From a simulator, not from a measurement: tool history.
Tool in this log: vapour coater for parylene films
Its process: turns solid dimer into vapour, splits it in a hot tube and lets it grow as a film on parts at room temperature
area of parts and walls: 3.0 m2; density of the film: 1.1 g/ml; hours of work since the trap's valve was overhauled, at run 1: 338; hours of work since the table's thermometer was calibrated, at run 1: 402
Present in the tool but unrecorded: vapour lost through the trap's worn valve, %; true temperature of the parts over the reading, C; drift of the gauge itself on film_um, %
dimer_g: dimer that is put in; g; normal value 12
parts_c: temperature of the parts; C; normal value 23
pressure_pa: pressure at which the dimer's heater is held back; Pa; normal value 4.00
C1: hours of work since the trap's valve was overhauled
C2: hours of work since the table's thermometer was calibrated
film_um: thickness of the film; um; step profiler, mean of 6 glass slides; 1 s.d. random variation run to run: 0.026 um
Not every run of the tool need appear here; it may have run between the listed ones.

{"run": 1, "hour": 0.0, "dimer_g": 12, "parts_c": 23, "pressure_pa": 4.0, "C1": 338, "C2": 402, "film_um": 2.37}
{"run": 2, "hour": 13.2, "dimer_g": 12, "parts_c": 23, "pressure_pa": 4.0, "C1": 346, "C2": 410, "film_um": 2.38}
{"run": 3, "hour": 33.3, "dimer_g": 12, "parts_c": 23, "pressure_pa": 4.0, "C1": 357, "C2": 421, "film_um": 2.39}
{"run": 4, "hour": 44.9, "dimer_g": 12, "parts_c": 23, "pressure_pa": 4.0, "C1": 363, "C2": 427, "film_um": 2.36}
{"run": 5, "hour": 57.3, "dimer_g": 12, "parts_c": 23, "pressure_pa": 8.24, "C1": 370, "C2": 434, "film_um": 2.07}
{"run": 6, "hour": 72.3, "dimer_g": 12, "parts_c": 18, "pressure_pa": 4.0, "C1": 378, "C2": 443, "film_um": 2.59}
{"hour": 89.1, "done": "trap's valve overhauled"}
{"run": 7, "hour": 90.6, "dimer_g": 12, "parts_c": 16, "pressure_pa": 4.0, "C1": 1, "C2": 451, "film_um": 2.92}
{"run": 8, "hour": 102.2, "dimer_g": 12, "parts_c": 19, "pressure_pa": 4.0, "C1": 7, "C2": 457, "film_um": 2.78}
{"run": 9, "hour": 121.7, "dimer_g": 12, "parts_c": 23, "pressure_pa": 4.0, "C1": 18, "C2": 468, "film_um": 2.55}
{"run": 10, "hour": 142.3, "dimer_g": 12, "parts_c": 23, "pressure_pa": 4.0, "C1": 30, "C2": 479, "film_um": 2.53}
{"run": 11, "hour": 167.0, "dimer_g": 12, "parts_c": 23, "pressure_pa": 4.0, "C1": 43, "C2": 493, "film_um": 2.49}
{"run": 12, "hour": 188.6, "dimer_g": 12, "parts_c": 23, "pressure_pa": 4.0, "C1": 55, "C2": 505, "film_um": 2.54}
{"run": 13, "hour": 203.5, "dimer_g": 12, "parts_c": 23, "pressure_pa": 4.0, "C1": 64, "C2": 513, "film_um": 2.53}
{"run": 14, "hour": 215.1, "dimer_g": 9, "parts_c": 23, "pressure_pa": 4.0, "C1": 70, "C2": 520, "film_um": 1.88}
{"run": 15, "hour": 238.5, "dimer_g": 9, "parts_c": 23, "pressure_pa": 4.0, "C1": 83, "C2": 533, "film_um": 1.87}
{"run": 16, "hour": 264.0, "dimer_g": 12, "parts_c": 23, "pressure_pa": 4.0, "C1": 97, "C2": 547, "film_um": 2.48}
{"run": 17, "hour": 275.8, "dimer_g": 12, "parts_c": 29, "pressure_pa": 4.0, "C1": 104, "C2": 554, "film_um": 2.2}
{"run": 18, "hour": 299.9, "dimer_g": 12, "parts_c": 23, "pressure_pa": 4.0, "C1": 117, "C2": 567, "film_um": 2.51}
{"run": 19, "hour": 325.9, "dimer_g": 12, "parts_c": 23, "pressure_pa": 4.0, "C1": 132, "C2": 582, "film_um": 2.47}
{"run": 20, "hour": 347.9, "dimer_g": 12, "parts_c": 23, "pressure_pa": 4.0, "C1": 144, "C2": 594, "film_um": 2.48}
{"run": 21, "hour": 361.2, "dimer_g": 12, "parts_c": 23, "pressure_pa": 4.0, "C1": 151, "C2": 601, "film_um": 2.47}
{"run": 22, "hour": 374.8, "dimer_g": 12, "parts_c": 23, "pressure_pa": 4.0, "C1": 159, "C2": 609, "film_um": 2.49}
{"run": 23, "hour": 390.1, "dimer_g": 12, "parts_c": 23, "pressure_pa": 4.0, "C1": 168, "C2": 617, "film_um": 2.41}
{"run": 24, "hour": 412.0, "dimer_g": 7, "parts_c": 18, "pressure_pa": 9.04, "C1": 180, "C2": 630, "film_um": 1.36}
{"run": 25, "hour": 425.8, "dimer_g": 12, "parts_c": 23, "pressure_pa": 5.55, "C1": 187, "C2": 637, "film_um": 2.28}
{"run": 26, "hour": 448.6, "dimer_g": 7, "parts_c": 19, "pressure_pa": 4.59, "C1": 200, "C2": 650, "film_um": 1.5}
{"run": 27, "hour": 465.0, "dimer_g": 7, "parts_c": 19, "pressure_pa": 4.59, "C1": 209, "C2": 659, "film_um": 1.55}
{"run": 28, "hour": 488.7, "dimer_g": 10, "parts_c": 19, "pressure_pa": 3.0, "C1": 222, "C2": 672, "film_um": 2.32}
{"run": 29, "hour": 507.7, "dimer_g": 11, "parts_c": 16, "pressure_pa": 4.33, "C1": 233, "C2": 683, "film_um": 2.51}
{"run": 30, "hour": 520.9, "dimer_g": 17, "parts_c": 29, "pressure_pa": 6.04, "C1": 240, "C2": 690, "film_um": 2.89}
{"run": 31, "hour": 544.1, "dimer_g": 17, "parts_c": 29, "pressure_pa": 6.04, "C1": 253, "C2": 703, "film_um": 2.86}
{"run": 32, "hour": 557.0, "dimer_g": 21, "parts_c": 23, "pressure_pa": 3.78, "C1": 260, "C2": 710, "film_um": 4.29}
{"run": 33, "hour": 569.5, "dimer_g": 6, "parts_c": 15, "pressure_pa": 3.78, "C1": 267, "C2": 717, "film_um": 1.42}
{"run": 34, "hour": 591.8, "dimer_g": 6, "parts_c": 15, "pressure_pa": 3.45, "C1": 280, "C2": 730, "film_um": 1.45}
{"run": 35, "hour": 617.9, "dimer_g": 5, "parts_c": 23, "pressure_pa": 6.49, "C1": 294, "C2": 744, "film_um": 0.94}
{"run": 36, "hour": 637.1, "dimer_g": 5, "parts_c": 23, "pressure_pa": 6.49, "C1": 305, "C2": 755, "film_um": 0.93}
{"run": 37, "hour": 663.2, "dimer_g": 8, "parts_c": 26, "pressure_pa": 6.65, "C1": 320, "C2": 769, "film_um": 1.4}
{"run": 38, "hour": 687.3, "dimer_g": 11, "parts_c": 26, "pressure_pa": 10.17, "C1": 333, "C2": 783, "film_um": 1.71}
{"run": 39, "hour": 709.5, "dimer_g": 12, "parts_c": 28, "pressure_pa": 4.0, "C1": 345, "C2": 795, "film_um": 2.16}
{"run": 40, "hour": 736.3, "dimer_g": 12, "parts_c": 23, "pressure_pa": 3.4, "C1": 360, "C2": 810, "film_um": 2.47}
{"run": 41, "hour": 753.8, "dimer_g": 7, "parts_c": 25, "pressure_pa": 9.49, "C1": 370, "C2": 820, "film_um": 1.11}
{"run": 42, "hour": 772.7, "dimer_g": 7, "parts_c": 25, "pressure_pa": 9.49, "C1": 381, "C2": 830, "film_um": 1.11}
{"hour": 785.6, "done": "trap's valve overhauled"}
{"run": 43, "hour": 795.0, "dimer_g": 7, "parts_c": 25, "pressure_pa": 9.49, "C1": 5, "C2": 840, "film_um": 1.22}
{"run": 44, "hour": 810.8, "dimer_g": 13, "parts_c": 34, "pressure_pa": 4.16, "C1": 14, "C2": 849, "film_um": 2.25}
{"run": 45, "hour": 824.0, "dimer_g": 7, "parts_c": 19, "pressure_pa": 4.0, "C1": 21, "C2": 857, "film_um": 1.61}
{"run": 46, "hour": 848.5, "dimer_g": 19, "parts_c": 17, "pressure_pa": 4.0, "C1": 35, "C2": 870, "film_um": 4.53}

What if the next run were any one of these 3? Each begins from the tool's condition after run 46:
{"run": "A", "hour": 864.0, "dimer_g": 12, "parts_c": 20, "pressure_pa": 4.0, "C1": 44, "C2": 879, "film_um": "?"}
{"run": "B", "hour": 864.0, "dimer_g": 13, "parts_c": 17, "pressure_pa": 8.71, "C1": 44, "C2": 879, "film_um": "?"}
{"run": "C", "hour": 864.0, "dimer_g": 11, "parts_c": 16, "pressure_pa": 4.0, "C1": 44, "C2": 879, "film_um": "?"}

run=A film_um=2.73
run=B film_um=2.68
run=C film_um=2.63
Without the tool's unlogged condition, the same runs would have read:
run=A film_um=2.75
run=B film_um=2.70
run=C film_um=2.65
